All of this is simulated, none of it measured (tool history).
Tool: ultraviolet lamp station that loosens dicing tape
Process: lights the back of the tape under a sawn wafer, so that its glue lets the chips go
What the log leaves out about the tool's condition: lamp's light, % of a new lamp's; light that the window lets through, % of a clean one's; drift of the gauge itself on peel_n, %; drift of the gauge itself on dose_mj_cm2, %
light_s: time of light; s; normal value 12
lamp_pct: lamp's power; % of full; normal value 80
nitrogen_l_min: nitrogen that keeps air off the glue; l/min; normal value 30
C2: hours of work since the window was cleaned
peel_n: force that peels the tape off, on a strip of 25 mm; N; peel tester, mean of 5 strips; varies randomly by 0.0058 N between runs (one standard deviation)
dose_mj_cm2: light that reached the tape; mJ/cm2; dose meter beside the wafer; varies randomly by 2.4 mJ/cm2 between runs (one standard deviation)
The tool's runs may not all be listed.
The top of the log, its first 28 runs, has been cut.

Run 29, day 10.296: usual settings but light_s 13 s, lamp_pct 93 % of full; hours of work of the lamp 274; C2 119. Result: peel_n 0.122 N, dose_mj_cm2 281 mJ/cm2.
Run 30, day 10.800: usual settings but lamp_pct 74 % of full; hours of work of the lamp 280; C2 125. Result: peel_n 0.191 N, dose_mj_cm2 203 mJ/cm2.
Run 31, day 11.050: usual settings but lamp_pct 74 % of full; hours of work of the lamp 283; C2 128. Result: peel_n 0.193 N, dose_mj_cm2 205 mJ/cm2.
Run 32, day 11.488: usual settings but lamp_pct 74 % of full; hours of work of the lamp 289; C2 133. Result: peel_n 0.202 N, dose_mj_cm2 206 mJ/cm2.
Run 33, day 11.758: usual settings but light_s 9 s, lamp_pct 74 % of full; hours of work of the lamp 292; C2 137. Result: peel_n 0.342 N, dose_mj_cm2 153 mJ/cm2.
Run 34, day 12.188: usual settings but light_s 9 s, lamp_pct 74 % of full; hours of work of the lamp 297; C2 142. Result: peel_n 0.376 N, dose_mj_cm2 153 mJ/cm2.
Run 35, day 12.704: usual settings but light_s 9 s, lamp_pct 76 % of full, nitrogen_l_min 31 l/min; hours of work of the lamp 304; C2 148. Result: peel_n 0.317 N, dose_mj_cm2 155 mJ/cm2.
Run 36, day 13.100: usual settings but light_s 7 s, lamp_pct 92 % of full, nitrogen_l_min 34 l/min; hours of work of the lamp 309; C2 153. Result: peel_n 0.337 N, dose_mj_cm2 151 mJ/cm2.
Run 37, day 13.608: usual settings but light_s 14 s, lamp_pct 88 % of full, nitrogen_l_min 34 l/min; hours of work of the lamp 315; C2 159. Result: peel_n 0.114 N, dose_mj_cm2 283 mJ/cm2.
Run 38, day 13.992: usual settings but light_s 18 s, lamp_pct 74 % of full, nitrogen_l_min 16 l/min; hours of work of the lamp 320; C2 164. Result: peel_n 0.164 N, dose_mj_cm2 300 mJ/cm2.
Run 39, day 14.512: usual settings but light_s 17 s, lamp_pct 75 % of full; hours of work of the lamp 326; C2 171. Result: peel_n 0.121 N, dose_mj_cm2 289 mJ/cm2.
Run 40, day 14.762: usual settings but light_s 10 s, lamp_pct 67 % of full, nitrogen_l_min 19 l/min; hours of work of the lamp 329; C2 174. Result: peel_n 0.557 N, dose_mj_cm2 152 mJ/cm2.

Forecast each of these 4 alternatives for the next run:
Run A, day 15.042: usual settings but light_s 19 s, lamp_pct 61 % of full; hours of work of the lamp 333; C2 177. Result: peel_n ?, dose_mj_cm2 ?.
Run B, day 15.042: usual settings but light_s 10 s, lamp_pct 66 % of full, nitrogen_l_min 45 l/min; hours of work of the lamp 333; C2 177. Result: peel_n ?, dose_mj_cm2 ?.
Run C, day 15.042: usual settings but light_s 10 s, lamp_pct 67 % of full, nitrogen_l_min 10 l/min; hours of work of the lamp 333; C2 177. Result: peel_n ?, dose_mj_cm2 ?.
Run D, day 15.042: usual settings but light_s 22 s, lamp_pct 99 % of full; hours of work of the lamp 333; C2 177. Result: peel_n ?, dose_mj_cm2 ?.

run  peel_n  dose_mj_cm2
  A   0.131          260
  B   0.277          149
  C   0.845          152
  D   0.096          490
Stripped of hidden state, with their random variation kept, the same runs would have yielded:
run  peel_n  dose_mj_cm2
  A   0.112          300
  B   0.207          171
  C   0.671          175
  D   0.096          566
